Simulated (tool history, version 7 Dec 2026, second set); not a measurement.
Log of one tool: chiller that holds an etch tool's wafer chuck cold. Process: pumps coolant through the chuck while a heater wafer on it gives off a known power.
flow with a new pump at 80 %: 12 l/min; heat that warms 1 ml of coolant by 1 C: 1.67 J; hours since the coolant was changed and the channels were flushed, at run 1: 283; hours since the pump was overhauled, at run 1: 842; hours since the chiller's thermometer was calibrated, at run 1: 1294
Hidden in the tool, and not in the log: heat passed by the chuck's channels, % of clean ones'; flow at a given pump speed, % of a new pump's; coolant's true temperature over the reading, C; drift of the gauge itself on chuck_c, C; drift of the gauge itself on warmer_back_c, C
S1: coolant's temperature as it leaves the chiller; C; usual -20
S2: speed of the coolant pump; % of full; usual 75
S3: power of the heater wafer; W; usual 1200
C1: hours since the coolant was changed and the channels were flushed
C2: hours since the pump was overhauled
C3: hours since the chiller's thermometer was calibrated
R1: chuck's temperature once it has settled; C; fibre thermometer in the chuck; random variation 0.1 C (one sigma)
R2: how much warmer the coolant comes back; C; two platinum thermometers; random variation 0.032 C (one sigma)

run	hour	S1	S2	S3	C1	C2	C3	R1	R2
1	0.0	-20	75	1200	283	842	1294	-8.2	3.94
2	31.4	-20	75	1200	315	873	1325	-8.1	3.94
3	66.1	-20	75	1200	349	908	1360	-8.3	3.87
4	104.3	-20	75	1200	388	946	1398	-8.1	3.90
5	159.8	-20	88	1200	443	1002	1453	-9.4	3.35
6	206.5	-20	88	1200	490	1049	1500	-9.4	3.29
7	245.3	-20	88	1200	529	1087	1539	-9.4	3.32
8	284.8	-20	88	975	568	1127	1578	-11.3	2.70
9	316.1	-20	88	975	599	1158	1610	-11.4	2.70
10	377.0	-20	97	944	660	1219	1671	-12.1	2.41
11	442.2	-18	67	733	726	1284	1736	-10.3	2.71
12	498.6	-11	67	687	782	1341	1792	-3.9	2.53
13	534.2	-17	96	718	818	1376	1828	-10.8	1.87
14	561.6	-17	96	718	845	1404	1855	-11.0	1.91

5 ways to go on from here, each from the tool as it stands after run 14. What would each give?
A	609.6	-25	75	1200	893	1452	1903	?	?
B	609.6	-17	71	718	893	1452	1903	?	?
C	609.6	-17	100	718	893	1452	1903	?	?
D	609.6	-16	68	816	893	1452	1903	?	?
E	609.6	-19	96	718	893	1452	1903	?	?

run	R1	R2
A	-13.2	3.93
B	-9.9	2.55
C	-11.1	1.82
D	-7.6	2.95
E	-12.9	1.81
Without the tool's hidden state the same runs would have given:
run	R1	R2
A	-13.4	3.80
B	-9.8	2.46
C	-11.0	1.76
D	-7.6	2.85
E	-12.8	1.75
